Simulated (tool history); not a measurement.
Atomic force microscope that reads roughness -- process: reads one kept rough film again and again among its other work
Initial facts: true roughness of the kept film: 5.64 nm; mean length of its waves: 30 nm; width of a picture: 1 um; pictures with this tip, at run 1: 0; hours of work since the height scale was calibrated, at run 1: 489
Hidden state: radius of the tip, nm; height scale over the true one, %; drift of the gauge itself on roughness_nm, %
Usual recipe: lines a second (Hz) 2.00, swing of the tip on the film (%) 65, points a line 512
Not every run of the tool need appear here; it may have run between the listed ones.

run     day  lines a second (Hz)  swing of the tip on the film (%)  points a line  pictures with this tip  hours of work since the height scale was calibrated  roughness of the kept film (nm (root mean square))
  1   0.000                 2.00                                65            512                       0                                                  489                                               4.110
  2   1.154                 2.00                                65            512                      62                                                  510                                               4.127
  3   2.042                 2.00                                65            512                     109                                                  526                                               4.150
  4   3.779                 2.00                                65            512                     202                                                  558                                               4.143
  5   5.375                 2.00                                65            512                     288                                                  587                                               4.107
      5.862  -- new tip fitted
  6   6.988                 2.00                                65            709                      60                                                  616                                               4.146
  7   8.038                 2.00                                61            709                     116                                                  635                                               4.235
  8   9.992                 2.00                                61            709                     221                                                  670                                               4.200
     11.854  -- new tip fitted
  9  11.854                 2.00                                61            709                       0                                                  704                                               4.246
 10  12.746                 2.00                                85            709                      48                                                  720                                               3.587
 11  14.204                 2.00                                85            709                     126                                                  746                                               3.563
 12  15.733                 2.00                                70            512                     208                                                  774                                               4.049
 13  17.400                 2.00                                65            512                     297                                                  804                                               4.123
     17.758  -- new tip fitted
 14  18.729                 2.00                                86            512                      52                                                  828                                               3.553
 15  19.983                 3.94                                86            512                     119                                                  851                                               2.939
 16  20.967                 2.00                                65            512                     172                                                  869                                               4.108
 17  22.471                 2.00                                58            512                     252                                                  896                                               4.225
     23.754  -- new tip fitted
 18  23.838                 2.00                                58            512                       4                                                  921                                               4.248
 19  24.696                 2.00                                58            512                      50                                                  936                                               4.259
 20  26.112                 2.00                                58            512                     126                                                  962                                               4.291
 21  27.008                 2.00                                58            512                     174                                                  978                                               4.227
 22  28.396                 2.00                                65            512                     248                                                 1004                                               4.120
     29.646  -- new tip fitted
 23  30.267                 2.00                                65            512                      33                                                 1037                                               4.112
 24  31.179                 0.53                                65            512                      82                                                 1054                                               4.417
 25  32.879                 0.53                                65            587                     173                                                 1085                                               4.403
 26  33.858                 0.53                                65            587                     226                                                 1102                                               4.387
 27  34.750                 0.53                                65            587                     273                                                 1119                                               4.369
     35.662  -- new tip fitted
 28  35.683                 0.54                                65            512                       1                                                 1135                                               4.418
 29  37.233                 0.54                                65            512                      84                                                 1163                                               4.379
 30  38.829                 3.04                                65            375                     170                                                 1192                                               3.946
 31  39.767                 3.04                                65            375                     220                                                 1210                                               3.942
 32  41.096                 1.57                                88            511                     291                                                 1234                                               3.650
     41.517  -- new tip fitted
 33  42.121                 1.57                                88            511                      33                                                 1252                                               3.666
 34  43.129                 2.96                                65            458                      86                                                 1270                                               3.953
 35  43.979                 2.88                                61            706                     132                                                 1286                                               4.108
 36  45.454                 0.90                                65            505                     211                                                 1312                                               4.340
 37  46.404                 2.00                                62            560                     262                                                 1330                                               4.157
     47.367  -- new tip fitted
 38  47.367                 0.81                                89            772                       0                                                 1347                                               3.999
 39  49.171                 0.81                                89            772                      97                                                 1380                                               4.052

Run 40, settings as shown, results not yet in. Your forecast:
 40  51.150                 1.48                                68            827                     203                                                 1416                                                   ?

roughness of the kept film (nm (root mean square)): 4.187
With the hidden condition absent and the run-to-run variation left alone, this run would have shown roughness of the kept film (nm (root mean square)) 4.202.
